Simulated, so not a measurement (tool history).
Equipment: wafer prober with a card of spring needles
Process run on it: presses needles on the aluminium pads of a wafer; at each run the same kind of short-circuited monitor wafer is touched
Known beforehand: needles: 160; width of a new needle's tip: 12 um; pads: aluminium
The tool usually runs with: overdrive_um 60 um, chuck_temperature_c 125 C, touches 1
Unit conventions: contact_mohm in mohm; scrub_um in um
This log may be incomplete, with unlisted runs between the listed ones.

Run 1, day 0.000: usual settings. Result: contact_mohm 303 mohm, scrub_um 13.296 um.
At day 0.967: tips cleaned on abrasive film.
Run 2, day 1.050: usual settings. Result: contact_mohm 299 mohm, scrub_um 13.301 um.
Run 3, day 1.712: usual settings. Result: contact_mohm 301 mohm, scrub_um 13.286 um.
At day 1.962: tips cleaned on abrasive film.
Run 4, day 2.558: usual settings. Result: contact_mohm 303 mohm, scrub_um 13.311 um.
At day 2.992: tips cleaned on abrasive film.
Run 5, day 3.638: usual settings but overdrive_um 43 um. Result: contact_mohm 303 mohm, scrub_um 9.546 um.
At day 4.058: tips cleaned on abrasive film.
Run 6, day 4.621: usual settings but overdrive_um 43 um. Result: contact_mohm 305 mohm, scrub_um 9.541 um.
At day 5.092: tips cleaned on abrasive film.
Run 7, day 5.512: usual settings. Result: contact_mohm 303 mohm, scrub_um 13.321 um.
At day 6.108: tips cleaned on abrasive film.
At day 6.258: height of the first contact set anew.
Run 8, day 6.400: usual settings. Result: contact_mohm 297 mohm, scrub_um 13.332 um.
At day 7.138: tips cleaned on abrasive film.
Run 9, day 7.546: usual settings. Result: contact_mohm 301 mohm, scrub_um 13.329 um.
At day 8.133: tips cleaned on abrasive film.
Run 10, day 8.379: usual settings but chuck_temperature_c 29 C. Result: contact_mohm 271 mohm, scrub_um 13.320 um.

What will run 11 give?
At day 9.196: tips cleaned on abrasive film.
Run 11, day 9.438: usual settings but chuck_temperature_c 49 C. Result: contact_mohm ?, scrub_um ?.

Logged for run 11: contact_mohm 274 mohm, scrub_um 13.330 um.
Take away the tool's hidden state, keep the run-to-run variation as it was, and the same run would have given contact_mohm 273 mohm, scrub_um 13.287 um.

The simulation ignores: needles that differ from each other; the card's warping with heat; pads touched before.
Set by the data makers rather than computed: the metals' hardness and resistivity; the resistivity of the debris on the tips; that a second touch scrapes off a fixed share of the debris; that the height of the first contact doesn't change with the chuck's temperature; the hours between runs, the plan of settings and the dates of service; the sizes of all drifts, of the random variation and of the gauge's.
